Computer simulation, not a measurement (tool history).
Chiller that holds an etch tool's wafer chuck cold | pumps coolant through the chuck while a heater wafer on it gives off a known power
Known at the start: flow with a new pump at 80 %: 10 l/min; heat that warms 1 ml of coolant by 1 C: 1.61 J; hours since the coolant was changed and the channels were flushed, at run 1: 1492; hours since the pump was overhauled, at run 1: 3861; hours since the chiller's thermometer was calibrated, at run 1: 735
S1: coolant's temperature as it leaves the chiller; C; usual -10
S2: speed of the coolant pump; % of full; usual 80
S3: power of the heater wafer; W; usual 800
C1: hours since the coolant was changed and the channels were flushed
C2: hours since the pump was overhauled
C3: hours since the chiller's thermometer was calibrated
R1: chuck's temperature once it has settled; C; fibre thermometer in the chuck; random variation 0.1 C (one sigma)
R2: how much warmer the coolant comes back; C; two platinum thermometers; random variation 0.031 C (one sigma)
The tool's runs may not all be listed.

run 1 hour=0 | S1=-10 S2=80 S3=800 | C1=1492 C2=3861 C3=735 | R1=-0.4 R2=3.31
run 2 hour=106.7 | S1=-10 S2=80 S3=800 | C1=1598 C2=3968 C3=841 | R1=-0.4 R2=3.34
run 3 hour=273.7 | S1=-10 S2=80 S3=800 | C1=1765 C2=4135 C3=1008 | R1=-0.4 R2=3.37
run 4 hour=432.2 | S1=-10 S2=83 S3=800 | C1=1924 C2=4293 C3=1167 | R1=-0.4 R2=3.2
run 5 hour=517.3 | S1=-10 S2=83 S3=800 | C1=2009 C2=4378 C3=1252 | R1=-0.3 R2=3.29
run 6 hour=666.4 | S1=-10 S2=80 S3=800 | C1=2158 C2=4527 C3=1401 | R1=0.1 R2=3.39
run 7 hour=847.2 | S1=-10 S2=80 S3=800 | C1=2339 C2=4708 C3=1582 | R1=0.4 R2=3.42
run 8 hour=1021.9 | S1=-10 S2=80 S3=800 | C1=2514 C2=4883 C3=1757 | R1=0.2 R2=3.48
run 9 hour=1131.8 | S1=-10 S2=80 S3=800 | C1=2623 C2=4993 C3=1866 | R1=0.4 R2=3.45
run 10 hour=1278.9 | S1=-3 S2=80 S3=800 | C1=2771 C2=5140 C3=2014 | R1=7.4 R2=3.55
run 11 hour=1478.4 | S1=-4 S2=80 S3=712 | C1=2970 C2=5339 C3=2213 | R1=5.6 R2=3.17
run 12 hour=1622 | S1=-20 S2=95 S3=1112 | C1=3114 C2=5483 C3=2357 | R1=-6.7 R2=4.23
run 13 hour=1766.1 | S1=-4 S2=80 S3=1112 | C1=3258 C2=5627 C3=2501 | R1=10.6 R2=4.97
run 14 hour=1876.1 | S1=-11 S2=97 S3=601 | C1=3368 C2=5737 C3=2611 | R1=-3.4 R2=2.24
run 15 hour=2040.8 | S1=-11 S2=97 S3=601 | C1=3532 C2=5902 C3=2775 | R1=-3.5 R2=2.26
run 16 hour=2137.3 | S1=-4 S2=82 S3=522 | C1=3629 C2=5998 C3=2872 | R1=3.3 R2=2.27
run 17 hour=2262.3 | S1=-6 S2=80 S3=514 | C1=3754 C2=6123 C3=2997 | R1=1.2 R2=2.34
run 18 hour=2429.9 | S1=-19 S2=80 S3=800 | C1=3921 C2=6291 C3=3165 | R1=-7.7 R2=3.61

The same runs without the tool's hidden state, with the same run-to-run variation:
The hidden state here: heat passed by the chuck's channels, % of clean ones'; flow at a given pump speed, % of a new pump's; coolant's true temperature over the reading, C; drift of the gauge itself on chuck_c, C; drift of the gauge itself on warmer_back_c, C.
run=1 R1=-1.6 R2=2.95
run=2 R1=-1.7 R2=2.97
run=3 R1=-1.7 R2=2.98
run=4 R1=-1.8 R2=2.81
run=5 R1=-1.7 R2=2.89
run=6 R1=-1.5 R2=2.95
run=7 R1=-1.3 R2=2.97
run=8 R1=-1.7 R2=3.01
run=9 R1=-1.6 R2=2.96
run=10 R1=5.3 R2=3.04
run=11 R1=3.5 R2=2.7
run=12 R1=-9.5 R2=3.58
run=13 R1=7.5 R2=4.18
run=14 R1=-5.3 R2=1.87
run=15 R1=-5.5 R2=1.88
run=16 R1=1.3 R2=1.88
run=17 R1=-0.8 R2=1.93
run=18 R1=-10.6 R2=2.95
